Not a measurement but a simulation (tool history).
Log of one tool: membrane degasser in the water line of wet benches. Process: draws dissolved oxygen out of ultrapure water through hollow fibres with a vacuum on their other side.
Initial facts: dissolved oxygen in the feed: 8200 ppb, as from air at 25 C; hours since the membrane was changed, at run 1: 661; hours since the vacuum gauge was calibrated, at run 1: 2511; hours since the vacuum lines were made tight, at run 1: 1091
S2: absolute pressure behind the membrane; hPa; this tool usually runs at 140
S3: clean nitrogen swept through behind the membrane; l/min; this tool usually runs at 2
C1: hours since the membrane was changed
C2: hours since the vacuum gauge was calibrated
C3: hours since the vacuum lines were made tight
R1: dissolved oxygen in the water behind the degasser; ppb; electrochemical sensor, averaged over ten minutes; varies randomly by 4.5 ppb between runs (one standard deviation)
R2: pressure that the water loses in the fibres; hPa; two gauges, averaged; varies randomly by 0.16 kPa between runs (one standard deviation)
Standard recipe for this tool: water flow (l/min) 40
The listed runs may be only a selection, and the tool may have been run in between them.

{"run": 1, "day": 0.0, "water flow (l/min)": 40, "S2": 140, "S3": 2, "C1": 661, "C2": 2511, "C3": 1091, "R1": 642.5, "R2": 390}
{"run": 2, "day": 2.062, "water flow (l/min)": 40, "S2": 140, "S3": 2, "C1": 710, "C2": 2561, "C3": 1141, "R1": 646.9, "R2": 391.7}
{"run": 3, "day": 3.812, "water flow (l/min)": 37, "S2": 140, "S3": 2, "C1": 752, "C2": 2603, "C3": 1183, "R1": 565.2, "R2": 362.8}
{"run": 4, "day": 5.412, "water flow (l/min)": 37, "S2": 140, "S3": 2, "C1": 791, "C2": 2641, "C3": 1221, "R1": 575.2, "R2": 359.2}
{"run": 5, "day": 7.788, "water flow (l/min)": 37, "S2": 140, "S3": 2, "C1": 848, "C2": 2698, "C3": 1278, "R1": 582.3, "R2": 361.8}
{"run": 6, "day": 9.633, "water flow (l/min)": 37, "S2": 140, "S3": 2, "C1": 892, "C2": 2742, "C3": 1323, "R1": 581.3, "R2": 362}
{"run": 7, "day": 11.567, "water flow (l/min)": 37, "S2": 140, "S3": 2, "C1": 939, "C2": 2789, "C3": 1369, "R1": 575.3, "R2": 364}
{"run": 8, "day": 13.729, "water flow (l/min)": 33, "S2": 140, "S3": 2, "C1": 990, "C2": 2841, "C3": 1421, "R1": 491.4, "R2": 320.4}
{"run": 9, "day": 16.729, "water flow (l/min)": 33, "S2": 140, "S3": 2, "C1": 1062, "C2": 2913, "C3": 1493, "R1": 493.5, "R2": 323.1}
{"run": 10, "day": 18.629, "water flow (l/min)": 33, "S2": 140, "S3": 2, "C1": 1108, "C2": 2958, "C3": 1538, "R1": 493.3, "R2": 323.6}
{"run": 11, "day": 19.979, "water flow (l/min)": 28, "S2": 140, "S3": 2, "C1": 1140, "C2": 2991, "C3": 1571, "R1": 392.9, "R2": 275}
{"run": 12, "day": 23.258, "water flow (l/min)": 28, "S2": 140, "S3": 4.22, "C1": 1219, "C2": 3070, "C3": 1650, "R1": 221.5, "R2": 275.1}
{"run": 13, "day": 24.846, "water flow (l/min)": 40, "S2": 140, "S3": 2, "C1": 1257, "C2": 3108, "C3": 1688, "R1": 641.9, "R2": 389.6}
{"run": 14, "day": 27.925, "water flow (l/min)": 40, "S2": 161, "S3": 2, "C1": 1331, "C2": 3181, "C3": 1762, "R1": 736.7, "R2": 390.1}
{"run": 15, "day": 30.108, "water flow (l/min)": 40, "S2": 161, "S3": 2, "C1": 1384, "C2": 3234, "C3": 1814, "R1": 731, "R2": 391.6}
{"run": 16, "day": 31.529, "water flow (l/min)": 40, "S2": 161, "S3": 2, "C1": 1418, "C2": 3268, "C3": 1848, "R1": 727, "R2": 392}
{"run": 17, "day": 33.721, "water flow (l/min)": 40, "S2": 161, "S3": 2.59, "C1": 1470, "C2": 3321, "C3": 1901, "R1": 623, "R2": 390.5}
{"run": 18, "day": 36.179, "water flow (l/min)": 32, "S2": 233, "S3": 2.43, "C1": 1529, "C2": 3380, "C3": 1960, "R1": 664.1, "R2": 315.6}
{"run": 19, "day": 38.096, "water flow (l/min)": 61, "S2": 172, "S3": 4.04, "C1": 1575, "C2": 3426, "C3": 2006, "R1": 1040.4, "R2": 600.9}
{"run": 20, "day": 39.729, "water flow (l/min)": 61, "S2": 172, "S3": 4.04, "C1": 1614, "C2": 3465, "C3": 2045, "R1": 1040.9, "R2": 599.6}
{"run": 21, "day": 42.308, "water flow (l/min)": 40, "S2": 140, "S3": 5.79, "C1": 1676, "C2": 3527, "C3": 2107, "R1": 368.4, "R2": 389}
{"run": 22, "day": 44.6, "water flow (l/min)": 40, "S2": 140, "S3": 1.24, "C1": 1731, "C2": 3582, "C3": 2162, "R1": 872.8, "R2": 392.3}
{"run": 23, "day": 47.271, "water flow (l/min)": 40, "S2": 140, "S3": 1.24, "C1": 1795, "C2": 3646, "C3": 2226, "R1": 875.2, "R2": 394.7}
{"run": 24, "day": 50.438, "water flow (l/min)": 27, "S2": 140, "S3": 1.24, "C1": 1871, "C2": 3722, "C3": 2302, "R1": 550.2, "R2": 266.4}
{"run": 25, "day": 51.996, "water flow (l/min)": 40, "S2": 103, "S3": 2, "C1": 1909, "C2": 3759, "C3": 2339, "R1": 507.5, "R2": 393.5}
{"run": 26, "day": 53.708, "water flow (l/min)": 57, "S2": 293, "S3": 2, "C1": 1950, "C2": 3800, "C3": 2380, "R1": 1764.1, "R2": 561.6}
{"run": 27, "day": 55.992, "water flow (l/min)": 25, "S2": 110, "S3": 4.29, "C1": 2005, "C2": 3855, "C3": 2435, "R1": 144.7, "R2": 241.7}
{"run": 28, "day": 57.808, "water flow (l/min)": 32, "S2": 295, "S3": 4.68, "C1": 2048, "C2": 3899, "C3": 2479, "R1": 499, "R2": 312.4}
{"run": 29, "day": 59.65, "water flow (l/min)": 40, "S2": 140, "S3": 2.33, "C1": 2093, "C2": 3943, "C3": 2523, "R1": 600.2, "R2": 394}
{"run": 30, "day": 62.129, "water flow (l/min)": 40, "S2": 140, "S3": 2.33, "C1": 2152, "C2": 4002, "C3": 2582, "R1": 604.2, "R2": 395}
{"run": 31, "day": 63.6, "water flow (l/min)": 40, "S2": 140, "S3": 2.33, "C1": 2187, "C2": 4038, "C3": 2618, "R1": 602.3, "R2": 393.3}
{"run": 32, "day": 66.721, "water flow (l/min)": 54, "S2": 291, "S3": 1.19, "C1": 2262, "C2": 4113, "C3": 2693, "R1": 2174.3, "R2": 531.2}

Measured less the same run without the tool's hidden state. The same run-to-run variation is in both; the gauge's scatter may not be:
Hidden conditions of the tool in this case: membrane still open, %; true pressure behind the membrane over the reading, kPa; air that leaks in behind the membrane, l/min; drift of the gauge itself on oxygen_ppb, %; drift of the gauge itself on loss_of_pressure_kpa, %.
run=1 R1=+15.6 R2=+1.6
run=2 R1=+16.2 R2=+1.7
run=3 R1=+15 R2=+1.6
run=4 R1=+15.6 R2=+1.8
run=5 R1=+16.2 R2=+1.9
run=6 R1=+16.5 R2=+2
run=7 R1=+16.7 R2=+2.1
run=8 R1=+15.4 R2=+2
run=9 R1=+16 R2=+2
run=10 R1=+16.2 R2=+2.1
run=11 R1=+13.8 R2=+1.9
run=12 R1=+8.3 R2=+2
run=13 R1=+20.5 R2=+2.9
run=14 R1=+21.3 R2=+3.1
run=15 R1=+21.6 R2=+3.2
run=16 R1=+21.8 R2=+3.3
run=17 R1=+19.4 R2=+3.4
run=18 R1=+16.3 R2=+2.8
run=19 R1=+25.8 R2=+5.6
run=20 R1=+26.3 R2=+5.7
run=21 R1=+14.1 R2=+3.9
run=22 R1=+31.7 R2=+4
run=23 R1=+32.4 R2=+4.2
run=24 R1=+23.4 R2=+2.9
run=25 R1=+26.6 R2=+4.4
run=26 R1=+32.6 R2=+6.4
run=27 R1=+9.2 R2=+2.9
run=28 R1=+13.6 R2=+3.8
run=29 R1=+25.8 R2=+4.9
run=30 R1=+26.4 R2=+5
run=31 R1=+26.6 R2=+5
run=32 R1=+38.8 R2=+7

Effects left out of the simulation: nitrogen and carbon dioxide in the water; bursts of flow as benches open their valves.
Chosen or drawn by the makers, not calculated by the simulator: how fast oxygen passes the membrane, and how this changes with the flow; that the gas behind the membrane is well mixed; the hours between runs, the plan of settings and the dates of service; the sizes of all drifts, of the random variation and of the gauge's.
